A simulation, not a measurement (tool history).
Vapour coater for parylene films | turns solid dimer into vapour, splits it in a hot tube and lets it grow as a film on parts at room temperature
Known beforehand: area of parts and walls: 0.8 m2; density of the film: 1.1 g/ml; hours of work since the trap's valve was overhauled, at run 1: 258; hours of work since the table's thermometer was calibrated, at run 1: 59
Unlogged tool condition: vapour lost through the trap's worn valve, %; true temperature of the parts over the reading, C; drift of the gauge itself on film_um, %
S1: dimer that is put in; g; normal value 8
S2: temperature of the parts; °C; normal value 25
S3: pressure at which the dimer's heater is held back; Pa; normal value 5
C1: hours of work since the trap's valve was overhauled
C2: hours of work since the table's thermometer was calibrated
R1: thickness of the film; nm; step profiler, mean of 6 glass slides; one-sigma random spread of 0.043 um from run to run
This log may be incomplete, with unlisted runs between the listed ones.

run   hour  S1  S2     S3   C1   C2    R1
  1      0   8  25      5  258   59  6770
  2   12.1   8  25      5  265   66  6900
  3   31.1   8  25      5  276   77  6770
  4   47.1   8  25      5  285   86  6810
  5   63.5   8  22      5  294   95  7880
  6   82.7   8  22      5  305  106  7820
  7   97.9   5  20   2.68  314  115  5510
  8  111.3   8  25  10.11  321  122  6540
  9  129.1   8  33  10.96  331  132  4550
 10  148.3   6  33      5  342  143  3550
 11  158.4   6  33      5  348  149  3570

4 options for the next run, each taken on its own from the tool as it stands now. Forecast them:
  A  178.9   6  31      5  360  161   ?
  B  178.9   7  25  10.66  360  161   ?
  C  178.9   3  28   8.68  360  161   ?
  D  178.9  10  26   4.83  360  161   ?

run    R1
  A  3910
  B  5670
  C  2160
  D  8140
Take away the tool's hidden state, keep each run's random variation, and the runs would have read:
run    R1
  A  3920
  B  5690
  C  2170
  D  8170
